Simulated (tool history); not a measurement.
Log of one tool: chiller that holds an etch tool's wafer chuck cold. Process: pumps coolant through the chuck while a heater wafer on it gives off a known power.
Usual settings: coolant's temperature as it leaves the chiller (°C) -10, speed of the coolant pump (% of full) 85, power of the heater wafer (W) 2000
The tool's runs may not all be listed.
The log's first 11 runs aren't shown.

run    hour  coolant's temperature as it leaves the chiller (°C)  speed of the coolant pump (% of full)  power of the heater wafer (W)  chuck's temperature once it has settled (°C)  how much warmer the coolant comes back (C)
 12   598.9                                                  -10                                     70                           2000                                           6.5                                        5.05
 13   654.4                                                  -10                                     95                           2000                                           2.3                                        3.68
 14   692.7                                                  -10                                     85                           2000                                           3.8                                        4.20
 15   748.8                                                  -10                                     85                           2000                                           3.8                                        4.14
 16   786.1                                                  -10                                     85                           2000                                           3.6                                        4.18
 17   851.9                                                  -10                                     76                           1124                                          -1.4                                        2.67
 18   896.0                                                  -10                                     78                           2000                                           5.0                                        4.60
 19   941.4                                                   -1                                     92                           1364                                           7.6                                        2.64
 20  1001.6                                                   -1                                     92                           1364                                           7.8                                        2.66
 21  1043.7                                                   -1                                     92                           1364                                           7.6                                        2.62
     1052.6  -- coolant pump overhauled
 22  1079.0                                                  -10                                     85                           2904                                          10.8                                        6.17
 23  1129.2                                                  -10                                     85                           2904                                          10.5                                        6.21
 24  1184.0                                                  -10                                     85                           2904                                          10.6                                        6.23
 25  1250.8                                                  -10                                     85                           2904                                          10.8                                        6.18
 26  1299.4                                                  -11                                     87                           2904                                           9.4                                        6.00
 27  1351.2                                                   -9                                     87                           2904                                          11.4                                        6.11
     1383.8  -- coolant pump overhauled, once more
 28  1392.2                                                  -14                                     85                           2000                                          -0.2                                        4.14
 29  1436.9                                                   -7                                     77                           2000                                           8.2                                        4.61
 30  1498.7                                                   -7                                     84                           1680                                           4.8                                        3.50
 31  1544.6                                                   -7                                     84                           1680                                           4.8                                        3.57
 32  1582.4                                                  -10                                     95                           1991                                           2.4                                        3.69

3 ways to go on from here, each from the tool as it stands after run 32. What would each give?
  A  1615.3                                                  -10                                     85                           1593                                             ?                                           ?
  B  1615.3                                                  -17                                     63                           1458                                             ?                                           ?
  C  1615.3                                                  -17                                     92                           2000                                             ?                                           ?

run  chuck's temperature once it has settled (°C)  how much warmer the coolant comes back (C)
  A                                           1.0                                        3.31
  B                                          -3.5                                        4.19
  C                                          -4.1                                        3.86
Without the tool's hidden state the same runs would have given:
run  chuck's temperature once it has settled (°C)  how much warmer the coolant comes back (C)
  A                                          -0.6                                        3.27
  B                                          -5.5                                        4.14
  C                                          -6.1                                        3.81

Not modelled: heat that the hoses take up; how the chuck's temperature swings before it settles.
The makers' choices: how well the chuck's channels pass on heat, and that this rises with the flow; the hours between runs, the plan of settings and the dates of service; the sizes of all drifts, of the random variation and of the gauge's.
